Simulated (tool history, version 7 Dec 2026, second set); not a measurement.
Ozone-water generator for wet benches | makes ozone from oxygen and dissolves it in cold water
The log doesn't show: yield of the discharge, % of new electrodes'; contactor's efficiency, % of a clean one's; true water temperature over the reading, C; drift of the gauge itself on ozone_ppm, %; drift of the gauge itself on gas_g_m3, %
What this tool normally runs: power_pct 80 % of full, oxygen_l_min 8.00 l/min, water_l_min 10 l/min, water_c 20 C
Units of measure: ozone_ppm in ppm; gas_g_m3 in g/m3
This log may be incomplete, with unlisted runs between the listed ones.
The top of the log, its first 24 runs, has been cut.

run    hour  power_pct  oxygen_l_min  water_l_min  water_c  hours of work since the electrodes were changed  hours of work since the contactor was cleaned  hours of work since the thermometer was calibrated  ozone_ppm  gas_g_m3
 25  1950.7         48          4.64           10       17                                             2266                                           2024                                                 100       37.7     264.7
 26  2003.9         48          4.64           10       17                                             2317                                           2074                                                 150       38.0     266.4
 27  2085.9         50         11.81           10       23                                             2394                                           2152                                                 228       24.0     145.7
 28  2142.3         80          8.46           14       20                                             2448                                           2206                                                 282       32.3     243.3
 29  2194.3         52          8.46           14       20                                             2497                                           2255                                                 331       24.9     186.8
 30  2272.0         62          7.60            7       17                                             2571                                           2329                                                 405       46.4     220.5
 31  2328.8         80          8.00            6       14                                             2625                                           2383                                                 459       60.9     253.3
 32  2397.9         80          8.00            6       14                                             2691                                           2448                                                 524       60.6     250.8

3 ways to go on from here, each from the tool as it stands after run 32. What would each give?
  A  2453.5         80          8.28           10       18                                             2743                                           2501                                                 577          ?         ?
  B  2453.5         80          8.93            7       28                                             2743                                           2501                                                 577          ?         ?
  C  2453.5         62          8.00            7       20                                             2743                                           2501                                                 577          ?         ?

run  ozone_ppm  gas_g_m3
  A       41.9     244.3
  B       37.3     230.8
  C       41.7     212.0
Without the tool's hidden state the same runs would have given:
run  ozone_ppm  gas_g_m3
  A       48.1     274.1
  B       42.5     259.1
  C       46.7     233.7

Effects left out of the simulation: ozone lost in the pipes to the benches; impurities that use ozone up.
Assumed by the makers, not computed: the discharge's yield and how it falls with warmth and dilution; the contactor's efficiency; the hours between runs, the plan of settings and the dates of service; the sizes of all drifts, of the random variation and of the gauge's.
